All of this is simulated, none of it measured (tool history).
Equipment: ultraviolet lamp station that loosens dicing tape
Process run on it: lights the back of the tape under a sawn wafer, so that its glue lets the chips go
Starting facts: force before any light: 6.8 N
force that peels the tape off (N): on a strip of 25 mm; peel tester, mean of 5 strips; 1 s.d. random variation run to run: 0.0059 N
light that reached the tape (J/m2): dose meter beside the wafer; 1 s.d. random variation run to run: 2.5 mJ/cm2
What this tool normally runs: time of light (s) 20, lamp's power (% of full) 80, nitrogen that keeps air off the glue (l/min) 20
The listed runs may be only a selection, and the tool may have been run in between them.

run	day	time of light (s)	lamp's power (% of full)	nitrogen that keeps air off the glue (l/min)	force that peels the tape off (N)	light that reached the tape (J/m2)
1	0	20	80	20	0.187	2700
2	1.1	20	80	20	0.192	2680
3	2.188	26	80	20	0.118	3440
4	2.75	26	80	20	0.12	3490
5	3.938	26	80	20	0.123	3470
6	4.971	26	80	20	0.116	3460
7	6.117	26	80	20	0.113	3400
8	6.958	26	77	20	0.12	3220
9	7.758	26	66	9	0.35	2770
10	8.742	20	68	11	0.519	2220
11	9.871	20	86	20	0.183	2760
12	10.992	20	86	20	0.174	2720
13	12.192	20	86	20	0.193	2670
14	13.35	20	86	20	0.189	2700

Here are 3 independent what-if runs from the current tool condition. What would each one return?
A	14.262	14	86	33	?	?
B	14.262	30	72	23	?	?
C	14.262	38	61	20	?	?

run	force that peels the tape off (N)	light that reached the tape (J/m2)
A	0.333	1870
B	0.125	3370
C	0.112	3620
Without the tool's hidden state the same runs would have given:
run	force that peels the tape off (N)	light that reached the tape (J/m2)
A	0.217	2240
B	0.105	4040
C	0.094	4340
